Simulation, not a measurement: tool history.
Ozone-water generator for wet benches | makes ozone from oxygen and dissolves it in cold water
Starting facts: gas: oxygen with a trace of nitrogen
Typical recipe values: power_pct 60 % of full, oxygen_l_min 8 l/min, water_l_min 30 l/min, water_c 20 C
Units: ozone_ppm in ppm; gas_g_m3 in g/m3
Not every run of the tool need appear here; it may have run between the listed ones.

run   hour  power_pct  oxygen_l_min  water_l_min  water_c  ozone_ppm  gas_g_m3
  1      0         60             8           30       20       21.4     176.1
  2     19         60             8           30       20       21.3     175.8
  3   37.7         60             8           30       20       21.1     176.1
  4   57.6         60             8           30       20       21.4     176.8
  5   86.9         60         10.87           30       20       22.6     159.5
  6  104.7         60             8           46       20         15     176.6
  7  131.8         60             8           46       20       14.9     177.8
  8  146.2         60             8           46       20         15       177
  9    171         60             8           46       20       14.8     176.8
 10  193.4         60             8           46       20       15.3     175.7
 11  220.7         60             8           46       20       14.8     174.7
 12  234.9         60          5.64           30       20       19.5     197.4
 13  258.1         60             8           30       23       20.2     174.8
 14  288.7         60             8           30       20       21.1     174.7
 15  312.3         60             8           30       20         21     175.7
 16  341.1         60             8           30       20         21     174.5
 17  372.5         55          4.38           30       26       15.8     202.3
 18    394         55          4.38           45       26       10.8     202.4
 19  422.1         47          13.7           34       26       16.7     130.5
 20  449.5         41          9.05           36       15       16.7     138.6
 21  463.7         60             8           38       20       17.3     175.2
 22    479         60          7.23           38       16       17.9     180.5
 23  506.7         60          7.23           38       16       17.8       181
 24  524.5         79          7.23           45       27       15.8     208.2
 25  550.6         57         10.16           30       20       21.3       159
 26  582.2         57         10.16           30       20       21.4     159.1
 27  606.2         62             8           21       23       25.7     176.4
 28  627.2         62             8           21       23       25.4     176.7
 29  643.8         79         13.83           30       21       25.9     169.2
 30  662.1         79         10.14           30       20       25.2       187
 31  688.2         79         10.14           45       20       18.7     187.4
 32  720.4         79          13.8           45       20       19.8     168.6

Each row is a separate what-if for the run after 32, all from the same tool condition, not one after another. Results?
  A  749.2         60             8           18       24          ?         ?
  B  749.2         85          9.17           33       20          ?         ?
  C  749.2         44          13.8           26       20          ?         ?
  D  749.2         72             8           28       20          ?         ?

run  ozone_ppm  gas_g_m3
  A       26.8     173.8
  B         24     197.9
  C       20.6     124.6
  D       23.7     190.8
Had the tool no hidden state, the same runs would have come out as:
run  ozone_ppm  gas_g_m3
  A       27.8     178.3
  B       25.2       204
  C       21.4     127.3
  D       24.8     196.3
